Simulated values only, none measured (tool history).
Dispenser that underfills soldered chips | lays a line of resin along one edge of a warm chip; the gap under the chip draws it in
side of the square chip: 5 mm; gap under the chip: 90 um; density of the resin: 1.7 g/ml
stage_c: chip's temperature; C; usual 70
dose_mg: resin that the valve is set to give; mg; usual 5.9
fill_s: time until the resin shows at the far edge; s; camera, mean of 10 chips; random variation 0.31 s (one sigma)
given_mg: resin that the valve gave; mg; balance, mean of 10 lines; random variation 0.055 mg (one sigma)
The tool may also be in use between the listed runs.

run	day	stage_c	dose_mg	fill_s	given_mg
1	0	70	5.9	8.5	5.13
2	0.088	70	5.9	8.8	5.14
# day 0.208: new syringe of resin
3	0.242	70	5.9	7.7	5.22
4	0.362	80	5.9	5.8	5.1
5	0.488	80	5.9	6.5	5.09
# day 0.558: new syringe of resin
6	0.675	70	5.9	7.7	5.08
7	0.838	70	5.9	9.5	5.14
# day 0.896: new syringe of resin
8	1.038	70	5.9	8.4	5.15
9	1.221	70	6.35	9.5	5.45
# day 1.25: new syringe of resin
# day 1.442: dispensing valve cleaned and set on the balance
10	1.446	70	6.35	8.6	6.48
11	1.529	70	6.35	8.8	6.27
# day 1.638: new syringe of resin
12	1.654	70	5.9	6.5	5.87
13	1.738	70	5.9	8.4	5.85
14	1.917	61	5.9	13.6	5.9
# day 1.983: new syringe of resin
15	2.075	61	5.9	12.3	5.89
16	2.183	61	5.9	12.5	5.86
# day 2.325: new syringe of resin
17	2.388	61	5.9	12.1	5.86
18	2.546	61	5.9	13.7	5.8
# day 2.671: new syringe of resin
19	2.738	61	5.9	12	5.75
20	2.862	73	5.68	7.4	5.53

Forecast run 21:
# day 3.017: new syringe of resin
21	3.071	77	7.36	?	?

Run 21 gave fill_s 5.6 s, given_mg 7.16 mg.
Without the tool's hidden state the same run would have given fill_s 5.3 s, given_mg 7.35 mg.
